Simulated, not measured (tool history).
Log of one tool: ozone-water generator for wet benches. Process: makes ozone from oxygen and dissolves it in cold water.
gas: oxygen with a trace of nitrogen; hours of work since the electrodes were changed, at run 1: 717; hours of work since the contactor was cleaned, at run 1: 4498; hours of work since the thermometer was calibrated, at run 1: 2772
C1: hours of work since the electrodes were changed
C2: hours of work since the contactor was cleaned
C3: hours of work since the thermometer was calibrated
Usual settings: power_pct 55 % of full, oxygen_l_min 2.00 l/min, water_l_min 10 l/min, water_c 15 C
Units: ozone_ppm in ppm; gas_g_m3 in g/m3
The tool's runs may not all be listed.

{"run": 1, "hour": 0.0, "power_pct": 55, "oxygen_l_min": 2.0, "water_l_min": 10, "water_c": 15, "C1": 717, "C2": 4498, "C3": 2772, "ozone_ppm": 11.2, "gas_g_m3": 153.0}
{"run": 2, "hour": 28.8, "power_pct": 55, "oxygen_l_min": 2.0, "water_l_min": 10, "water_c": 15, "C1": 738, "C2": 4519, "C3": 2794, "ozone_ppm": 11.3, "gas_g_m3": 152.6}
{"run": 3, "hour": 56.5, "power_pct": 55, "oxygen_l_min": 2.0, "water_l_min": 10, "water_c": 15, "C1": 759, "C2": 4540, "C3": 2814, "ozone_ppm": 11.2, "gas_g_m3": 153.2}
{"run": 4, "hour": 79.2, "power_pct": 55, "oxygen_l_min": 2.0, "water_l_min": 9, "water_c": 15, "C1": 776, "C2": 4557, "C3": 2831, "ozone_ppm": 12.5, "gas_g_m3": 153.9}
{"run": 5, "hour": 95.7, "power_pct": 55, "oxygen_l_min": 2.0, "water_l_min": 9, "water_c": 15, "C1": 788, "C2": 4569, "C3": 2843, "ozone_ppm": 12.5, "gas_g_m3": 153.5}
{"run": 6, "hour": 128.9, "power_pct": 55, "oxygen_l_min": 2.0, "water_l_min": 10, "water_c": 15, "C1": 813, "C2": 4593, "C3": 2868, "ozone_ppm": 11.2, "gas_g_m3": 154.5}
{"run": 7, "hour": 144.3, "power_pct": 55, "oxygen_l_min": 2.0, "water_l_min": 10, "water_c": 15, "C1": 824, "C2": 4605, "C3": 2879, "ozone_ppm": 11.4, "gas_g_m3": 154.3}
{"run": 8, "hour": 175.9, "power_pct": 55, "oxygen_l_min": 2.0, "water_l_min": 10, "water_c": 15, "C1": 848, "C2": 4628, "C3": 2903, "ozone_ppm": 11.1, "gas_g_m3": 153.4}
{"run": 9, "hour": 205.4, "power_pct": 55, "oxygen_l_min": 2.0, "water_l_min": 10, "water_c": 15, "C1": 869, "C2": 4650, "C3": 2925, "ozone_ppm": 11.2, "gas_g_m3": 153.3}
{"run": 10, "hour": 241.2, "power_pct": 55, "oxygen_l_min": 2.0, "water_l_min": 10, "water_c": 15, "C1": 896, "C2": 4677, "C3": 2951, "ozone_ppm": 11.3, "gas_g_m3": 153.8}
{"run": 11, "hour": 272.2, "power_pct": 55, "oxygen_l_min": 2.0, "water_l_min": 10, "water_c": 15, "C1": 919, "C2": 4700, "C3": 2974, "ozone_ppm": 11.3, "gas_g_m3": 153.9}
{"run": 12, "hour": 289.4, "power_pct": 55, "oxygen_l_min": 2.0, "water_l_min": 10, "water_c": 15, "C1": 932, "C2": 4713, "C3": 2987, "ozone_ppm": 11.2, "gas_g_m3": 154.4}
{"run": 13, "hour": 306.9, "power_pct": 55, "oxygen_l_min": 2.0, "water_l_min": 10, "water_c": 15, "C1": 945, "C2": 4726, "C3": 3000, "ozone_ppm": 11.4, "gas_g_m3": 152.6}
{"run": 14, "hour": 329.4, "power_pct": 55, "oxygen_l_min": 2.0, "water_l_min": 10, "water_c": 17, "C1": 961, "C2": 4742, "C3": 3017, "ozone_ppm": 11.0, "gas_g_m3": 155.0}
{"hour": 367.4, "done": "contactor cleaned"}
{"run": 15, "hour": 371.2, "power_pct": 55, "oxygen_l_min": 2.0, "water_l_min": 10, "water_c": 15, "C1": 990, "C2": 3, "C3": 3045, "ozone_ppm": 11.3, "gas_g_m3": 155.6}
{"run": 16, "hour": 399.5, "power_pct": 77, "oxygen_l_min": 2.0, "water_l_min": 10, "water_c": 15, "C1": 1011, "C2": 24, "C3": 3066, "ozone_ppm": 14.6, "gas_g_m3": 199.1}
{"run": 17, "hour": 421.5, "power_pct": 77, "oxygen_l_min": 2.0, "water_l_min": 10, "water_c": 15, "C1": 1027, "C2": 40, "C3": 3082, "ozone_ppm": 14.4, "gas_g_m3": 199.6}
{"run": 18, "hour": 459.0, "power_pct": 77, "oxygen_l_min": 2.0, "water_l_min": 10, "water_c": 15, "C1": 1055, "C2": 68, "C3": 3110, "ozone_ppm": 14.5, "gas_g_m3": 200.0}
{"run": 19, "hour": 490.3, "power_pct": 56, "oxygen_l_min": 2.0, "water_l_min": 10, "water_c": 15, "C1": 1078, "C2": 91, "C3": 3133, "ozone_ppm": 11.3, "gas_g_m3": 159.0}
{"run": 20, "hour": 508.5, "power_pct": 56, "oxygen_l_min": 2.0, "water_l_min": 10, "water_c": 15, "C1": 1091, "C2": 105, "C3": 3147, "ozone_ppm": 11.5, "gas_g_m3": 159.2}
{"run": 21, "hour": 533.7, "power_pct": 76, "oxygen_l_min": 2.91, "water_l_min": 7, "water_c": 11, "C1": 1110, "C2": 123, "C3": 3165, "ozone_ppm": 20.4, "gas_g_m3": 159.7}
{"run": 22, "hour": 561.2, "power_pct": 73, "oxygen_l_min": 2.91, "water_l_min": 7, "water_c": 11, "C1": 1130, "C2": 144, "C3": 3186, "ozone_ppm": 19.6, "gas_g_m3": 156.2}
{"run": 23, "hour": 576.5, "power_pct": 73, "oxygen_l_min": 2.91, "water_l_min": 7, "water_c": 11, "C1": 1142, "C2": 155, "C3": 3197, "ozone_ppm": 19.5, "gas_g_m3": 155.3}
{"run": 24, "hour": 613.0, "power_pct": 60, "oxygen_l_min": 1.38, "water_l_min": 10, "water_c": 13, "C1": 1169, "C2": 182, "C3": 3224, "ozone_ppm": 11.7, "gas_g_m3": 205.1}
{"run": 25, "hour": 628.5, "power_pct": 60, "oxygen_l_min": 1.38, "water_l_min": 10, "water_c": 13, "C1": 1180, "C2": 194, "C3": 3236, "ozone_ppm": 11.6, "gas_g_m3": 204.9}
{"run": 26, "hour": 650.3, "power_pct": 84, "oxygen_l_min": 2.0, "water_l_min": 8, "water_c": 15, "C1": 1197, "C2": 210, "C3": 3252, "ozone_ppm": 18.7, "gas_g_m3": 214.4}
{"run": 27, "hour": 670.0, "power_pct": 84, "oxygen_l_min": 2.0, "water_l_min": 8, "water_c": 15, "C1": 1211, "C2": 225, "C3": 3267, "ozone_ppm": 18.4, "gas_g_m3": 213.6}
{"run": 28, "hour": 701.3, "power_pct": 84, "oxygen_l_min": 2.99, "water_l_min": 13, "water_c": 15, "C1": 1234, "C2": 248, "C3": 3290, "ozone_ppm": 12.7, "gas_g_m3": 170.4}
{"run": 29, "hour": 737.9, "power_pct": 55, "oxygen_l_min": 2.68, "water_l_min": 10, "water_c": 15, "C1": 1262, "C2": 275, "C3": 3317, "ozone_ppm": 11.2, "gas_g_m3": 131.9}
{"run": 30, "hour": 775.6, "power_pct": 75, "oxygen_l_min": 2.68, "water_l_min": 11, "water_c": 18, "C1": 1290, "C2": 303, "C3": 3345, "ozone_ppm": 12.8, "gas_g_m3": 168.3}
{"run": 31, "hour": 811.4, "power_pct": 55, "oxygen_l_min": 3.12, "water_l_min": 7, "water_c": 15, "C1": 1316, "C2": 329, "C3": 3371, "ozone_ppm": 14.7, "gas_g_m3": 122.5}
{"run": 32, "hour": 828.1, "power_pct": 55, "oxygen_l_min": 3.12, "water_l_min": 7, "water_c": 15, "C1": 1328, "C2": 342, "C3": 3384, "ozone_ppm": 14.8, "gas_g_m3": 123.5}
{"hour": 842.7, "done": "gauge calibrated"}
{"run": 33, "hour": 852.6, "power_pct": 66, "oxygen_l_min": 2.0, "water_l_min": 10, "water_c": 15, "C1": 1347, "C2": 360, "C3": 3402, "ozone_ppm": 13.1, "gas_g_m3": 175.7}

Measured less the same run without the tool's hidden state. The same run-to-run variation is in both; the gauge's scatter may not be:
The hidden state here: yield of the discharge, % of new electrodes'; contactor's efficiency, % of a clean one's; true water temperature over the reading, C; drift of the gauge itself on ozone_ppm, %; drift of the gauge itself on gas_g_m3, %.
run=1 gas_g_m3=+0.0
run=2 gas_g_m3=+0.1
run=3 gas_g_m3=+0.3
run=4 gas_g_m3=+0.4
run=5 gas_g_m3=+0.5
run=6 gas_g_m3=+0.7
run=7 gas_g_m3=+0.8
run=8 gas_g_m3=+0.9
run=9 gas_g_m3=+1.1
run=10 gas_g_m3=+1.3
run=11 gas_g_m3=+1.4
run=12 gas_g_m3=+1.6
run=13 gas_g_m3=+1.6
run=14 gas_g_m3=+1.8
run=15 gas_g_m3=+2.0
run=16 gas_g_m3=+2.7
run=17 gas_g_m3=+2.9
run=18 gas_g_m3=+3.2
run=19 gas_g_m3=+2.7
run=20 gas_g_m3=+2.8
run=21 gas_g_m3=+2.9
run=22 gas_g_m3=+3.0
run=23 gas_g_m3=+3.1
run=24 gas_g_m3=+4.4
run=25 gas_g_m3=+4.4
run=26 gas_g_m3=+4.8
run=27 gas_g_m3=+4.9
run=28 gas_g_m3=+4.1
run=29 gas_g_m3=+3.3
run=30 gas_g_m3=+4.5
run=31 gas_g_m3=+3.4
run=32 gas_g_m3=+3.5
run=33 gas_g_m3=+0.0
ozone_ppm: within 0.1 ppm of the measured result in every run.
